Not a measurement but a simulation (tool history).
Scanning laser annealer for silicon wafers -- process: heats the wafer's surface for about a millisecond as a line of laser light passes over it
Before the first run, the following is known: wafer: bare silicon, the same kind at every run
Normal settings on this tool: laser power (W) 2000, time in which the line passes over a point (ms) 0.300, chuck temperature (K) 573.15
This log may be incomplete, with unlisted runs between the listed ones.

run    day  laser power (W)  time in which the line passes over a point (ms)  chuck temperature (K)  highest temperature of the surface (K)
  1  0.000             2000                                            0.300                 573.15                                 1404.15
  2  0.400             2000                                            0.300                 573.15                                 1406.15
  3  0.862             2000                                            0.300                 573.15                                 1405.15
  4  1.158             2000                                            0.300                 573.15                                 1407.15
  5  1.575             2000                                            0.300                 601.15                                 1430.15
  6  1.867             2000                                            0.300                 573.15                                 1404.15
  7  2.479             2000                                            0.300                 554.15                                 1383.15
  8  3.125             2000                                            0.300                 554.15                                 1385.15
  9  3.633             2190                                            0.300                 573.15                                 1479.15
 10  3.938             2190                                            0.300                 573.15                                 1481.15
 11  4.400             2190                                            0.300                 573.15                                 1478.15
 12  4.879             2000                                            0.288                 573.15                                 1385.15
 13  5.475             2025                                            0.288                 573.15                                 1393.15
 14  5.800             2025                                            0.288                 573.15                                 1397.15
 15  6.108             2025                                            0.288                 610.15                                 1433.15
 16  6.762             2025                                            0.288                 610.15                                 1433.15
 17  7.375             2086                                            0.300                 565.15                                 1427.15
 18  7.879             2023                                            0.322                 602.15                                 1472.15

Run 19 comes next. What will it give?
 19  8.304             2061                                            0.346                 544.15                                       ?

highest temperature of the surface (K): 1467.15
Were there no unlogged condition in the tool, this run, its random variation unchanged, would have produced highest temperature of the surface (K) 1469.15.

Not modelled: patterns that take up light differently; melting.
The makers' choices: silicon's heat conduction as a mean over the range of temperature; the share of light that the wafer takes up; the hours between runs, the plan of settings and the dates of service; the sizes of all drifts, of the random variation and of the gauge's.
